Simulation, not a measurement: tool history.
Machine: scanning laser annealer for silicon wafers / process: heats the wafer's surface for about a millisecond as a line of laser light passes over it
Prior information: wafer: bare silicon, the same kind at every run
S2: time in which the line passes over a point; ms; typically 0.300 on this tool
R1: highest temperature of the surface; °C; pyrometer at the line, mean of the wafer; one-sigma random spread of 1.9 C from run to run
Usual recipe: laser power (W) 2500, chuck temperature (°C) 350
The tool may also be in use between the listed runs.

{"run": 1, "hour": 0.0, "laser power (W)": 2500, "S2": 0.3, "chuck temperature (°C)": 350, "R1": 1142}
{"run": 2, "hour": 45.7, "laser power (W)": 2500, "S2": 0.3, "chuck temperature (°C)": 350, "R1": 1142}
{"run": 3, "hour": 98.7, "laser power (W)": 2500, "S2": 0.3, "chuck temperature (°C)": 350, "R1": 1139}
{"run": 4, "hour": 156.3, "laser power (W)": 2500, "S2": 0.3, "chuck temperature (°C)": 350, "R1": 1136}
{"run": 5, "hour": 191.0, "laser power (W)": 2500, "S2": 0.3, "chuck temperature (°C)": 350, "R1": 1137}
{"hour": 199.5, "done": "optics aligned, line set to its width"}
{"run": 6, "hour": 247.1, "laser power (W)": 2500, "S2": 0.3, "chuck temperature (°C)": 350, "R1": 1151}
{"run": 7, "hour": 295.5, "laser power (W)": 2277, "S2": 0.235, "chuck temperature (°C)": 335, "R1": 957}
{"run": 8, "hour": 352.0, "laser power (W)": 2277, "S2": 0.235, "chuck temperature (°C)": 335, "R1": 954}
{"run": 9, "hour": 413.4, "laser power (W)": 2277, "S2": 0.231, "chuck temperature (°C)": 335, "R1": 944}
{"run": 10, "hour": 466.7, "laser power (W)": 2277, "S2": 0.276, "chuck temperature (°C)": 378, "R1": 1050}
{"run": 11, "hour": 511.2, "laser power (W)": 2399, "S2": 0.279, "chuck temperature (°C)": 371, "R1": 1091}

For some of the steps in R1 from one run to the next: how much would appear even if the tool had no hidden state, given the settings, what came in and random variation, and how much remains for the hidden state plus any gauge scatter that the measured result and the result without hidden state don't share?
What the log doesn't record here: light that passes the window, % of a clean one's; laser's true power over the reading, %; width of the line over the set one, %; drift of the gauge itself on peak_c, C.
Run 5 -> 6: optics aligned, line set to its width. R1 +14 °C: hidden state +13, all else +1.
Run 6 -> 7: laser power (W) 2500 -> 2277, S2 0.300 -> 0.235, chuck temperature (°C) 350 -> 335. R1 -194 °C: hidden state +1, all else -195.
